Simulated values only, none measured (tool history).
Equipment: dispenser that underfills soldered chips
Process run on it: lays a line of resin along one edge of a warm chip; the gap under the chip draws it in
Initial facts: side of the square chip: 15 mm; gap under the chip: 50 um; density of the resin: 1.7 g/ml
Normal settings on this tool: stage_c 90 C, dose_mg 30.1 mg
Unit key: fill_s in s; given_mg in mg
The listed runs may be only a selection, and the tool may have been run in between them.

Run 1, hour 0: usual settings. Result: fill_s 303.8 s, given_mg 28.16 mg.
At hour 3.6: dispensing valve cleaned and set on the balance.
At hour 5.9: new syringe of resin.
Run 2, hour 7.6: usual settings but dose_mg 38.1 mg. Result: fill_s 277.1 s, given_mg 38.11 mg.
Run 3, hour 11.9: usual settings but dose_mg 29.7 mg. Result: fill_s 324.7 s, given_mg 29.23 mg.
At hour 15: new syringe of resin.
Run 4, hour 19.6: usual settings but dose_mg 29.7 mg. Result: fill_s 304.9 s, given_mg 29.38 mg.
At hour 24.5: new syringe of resin.
Run 5, hour 27.2: usual settings but dose_mg 29.7 mg. Result: fill_s 282.5 s, given_mg 29.5 mg.
Run 6, hour 31.2: usual settings but dose_mg 29.1 mg. Result: fill_s 318.9 s, given_mg 28.72 mg.
At hour 34.1: new syringe of resin.
Run 7, hour 38.9: usual settings but dose_mg 29.1 mg. Result: fill_s 310.9 s, given_mg 28.67 mg.
At hour 43.6: new syringe of resin.
Run 8, hour 45.8: usual settings but dose_mg 29.1 mg. Result: fill_s 273.1 s, given_mg 28.38 mg.
At hour 53: new syringe of resin.
Run 9, hour 54.4: usual settings but stage_c 98 C. Result: fill_s 192.6 s, given_mg 29.51 mg.
Run 10, hour 60.7: usual settings but stage_c 102 C. Result: fill_s 212.3 s, given_mg 29.24 mg.
At hour 62.6: new syringe of resin.
Run 11, hour 68.7: usual settings but stage_c 102 C. Result: fill_s 193.8 s, given_mg 29.32 mg.
At hour 72.5: new syringe of resin.
Run 12, hour 75.5: usual settings but dose_mg 37.9 mg. Result: fill_s 277.4 s, given_mg 36.49 mg.
Run 13, hour 80.5: usual settings but stage_c 76 C, dose_mg 37.9 mg. Result: fill_s 623.9 s, given_mg 36.42 mg.
At hour 82.1: new syringe of resin.
Run 14, hour 85: usual settings. Result: fill_s 286.1 s, given_mg 28.99 mg.
At hour 91.6: new syringe of resin.
Run 15, hour 93.2: usual settings but stage_c 96 C. Result: fill_s 207.5 s, given_mg 28.81 mg.
Run 16, hour 98.8: usual settings but stage_c 102 C. Result: fill_s 203.7 s, given_mg 28.85 mg.
At hour 101.5: new syringe of resin.
Run 17, hour 105.1: usual settings but dose_mg 32.5 mg. Result: fill_s 285.1 s, given_mg 31.29 mg.
Run 18, hour 108.9: usual settings but stage_c 96 C, dose_mg 26.1 mg. Result: fill_s 265.4 s, given_mg 25.09 mg.
At hour 111: new syringe of resin.
Run 19, hour 116.4: usual settings but stage_c 96 C, dose_mg 26.1 mg. Result: fill_s 249.5 s, given_mg 24.93 mg.
At hour 120.7: new syringe of resin.
Run 20, hour 122.5: usual settings but stage_c 83 C, dose_mg 26.7 mg. Result: fill_s 376.9 s, given_mg 25.39 mg.
At hour 129.8: new syringe of resin.
Run 21, hour 129.8: usual settings but stage_c 101 C. Result: fill_s 160.7 s, given_mg 28.49 mg.
Run 22, hour 134.5: usual settings but stage_c 78 C, dose_mg 29.6 mg. Result: fill_s 522.8 s, given_mg 28.15 mg.
At hour 139.1: new syringe of resin.
Run 23, hour 139.1: usual settings but stage_c 78 C, dose_mg 29.6 mg. Result: fill_s 435.8 s, given_mg 28.03 mg.
Run 24, hour 143.4: usual settings but stage_c 78 C, dose_mg 29.6 mg. Result: fill_s 516.2 s, given_mg 27.85 mg.
At hour 148.4: new syringe of resin.
Run 25, hour 149.8: usual settings but stage_c 78 C, dose_mg 31 mg. Result: fill_s 448.6 s, given_mg 29.08 mg.
At hour 157.6: new syringe of resin.
Run 26, hour 157.6: usual settings but stage_c 78 C, dose_mg 31 mg. Result: fill_s 424.5 s, given_mg 29.05 mg.
Run 27, hour 161.7: usual settings but stage_c 78 C, dose_mg 31 mg. Result: fill_s 498.1 s, given_mg 28.81 mg.
At hour 166.9: new syringe of resin.
Run 28, hour 168.4: usual settings but stage_c 78 C, dose_mg 31 mg. Result: fill_s 454 s, given_mg 29 mg.
Run 29, hour 173: usual settings but stage_c 84 C, dose_mg 33.8 mg. Result: fill_s 416.7 s, given_mg 31.35 mg.
At hour 176.3: new syringe of resin.
Run 30, hour 178: usual settings but stage_c 95 C, dose_mg 32.2 mg. Result: fill_s 208.9 s, given_mg 30.23 mg.
At hour 181.4: dispensing valve cleaned and set on the balance.
Run 31, hour 182.3: usual settings but stage_c 95 C. Result: fill_s 246.4 s, given_mg 30.01 mg.
At hour 186.9: new syringe of resin.
Run 32, hour 187.6: usual settings but stage_c 88 C, dose_mg 36.5 mg. Result: fill_s 274.8 s, given_mg 36.28 mg.
Run 33, hour 194.3: usual settings but stage_c 86 C, dose_mg 28.9 mg. Result: fill_s 391.2 s, given_mg 28.61 mg.

What if the next run were any one of these 5? Each begins from the tool's condition after run 33:
At hour 196.1: new syringe of resin.
Run A, hour 198.8: usual settings but stage_c 92 C, dose_mg 33.2 mg. Result: fill_s ?, given_mg ?.
At hour 196.1: new syringe of resin.
Run B, hour 198.8: usual settings but stage_c 98 C, dose_mg 26.5 mg. Result: fill_s ?, given_mg ?.
At hour 196.1: new syringe of resin.
Run C, hour 198.8: usual settings but dose_mg 38.5 mg. Result: fill_s ?, given_mg ?.
At hour 196.1: new syringe of resin.
Run D, hour 198.8: usual settings but stage_c 102 C, dose_mg 26.5 mg. Result: fill_s ?, given_mg ?.
At hour 196.1: new syringe of resin.
Run E, hour 198.8: usual settings but stage_c 95 C, dose_mg 33.6 mg. Result: fill_s ?, given_mg ?.

run  fill_s  given_mg
  A   245.7     33.09
  B     199     26.58
  C   262.7     38.26
  D   169.3     26.28
  E   221.8     33.43
Take away the tool's hidden state, keep each run's random variation, and the runs would have read:
run  fill_s  given_mg
  A   239.8     33.33
  B   193.6     26.77
  C   256.7     38.55
  D   164.4     26.47
  E   216.2     33.68
